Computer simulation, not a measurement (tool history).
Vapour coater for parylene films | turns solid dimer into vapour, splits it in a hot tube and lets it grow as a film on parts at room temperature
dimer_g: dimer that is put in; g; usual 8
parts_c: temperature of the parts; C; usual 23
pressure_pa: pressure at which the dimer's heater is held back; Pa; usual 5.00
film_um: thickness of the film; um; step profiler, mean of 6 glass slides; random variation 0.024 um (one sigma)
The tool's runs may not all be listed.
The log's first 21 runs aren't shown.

run,hour,dimer_g,parts_c,pressure_pa,film_um
22,599.9,8,21,5.00,4.30
23,615.8,8,21,5.00,4.34
24,650.3,6,24,3.69,2.98
25,685.9,8,17,5.00,5.12
26,716.6,8,17,5.00,5.09
27,748.4,8,17,5.00,5.11
28,763.7,8,17,5.00,5.15
29,787.5,8,27,5.00,3.29
30,813.6,13,15,9.62,8.25
31,834.5,7,21,9.62,3.45
32,869.0,7,21,9.62,3.40
33,892.3,8,26,5.00,3.45
34,926.2,7,26,8.96,2.77
35,955.3,6,19,5.00,3.53
36,977.6,8,23,3.89,4.08
37,1014.7,8,23,7.86,3.70
38,1035.6,7,23,9.95,3.12
39,1060.8,10,23,4.72,4.96
# hour 1082.5: trap's valve overhauled
40,1100.7,5,26,5.00,2.16
41,1131.0,5,26,5.00,2.21
42,1164.1,5,30,2.73,2.03
43,1188.3,8,22,7.68,3.89
44,1221.1,11,23,5.00,5.43
45,1249.1,5,21,4.56,2.72
46,1281.1,8,17,5.00,5.14

Forecast each of these 4 alternatives for the next run:
A,1313.8,6,17,9.88,?
B,1313.8,4,16,2.36,?
C,1313.8,8,28,2.89,?
D,1313.8,8,23,4.72,?

run,film_um
A,3.46
B,3.01
C,3.45
D,3.96
Without the tool's hidden state the same runs would have given:
run,film_um
A,3.46
B,3.01
C,3.45
D,3.96
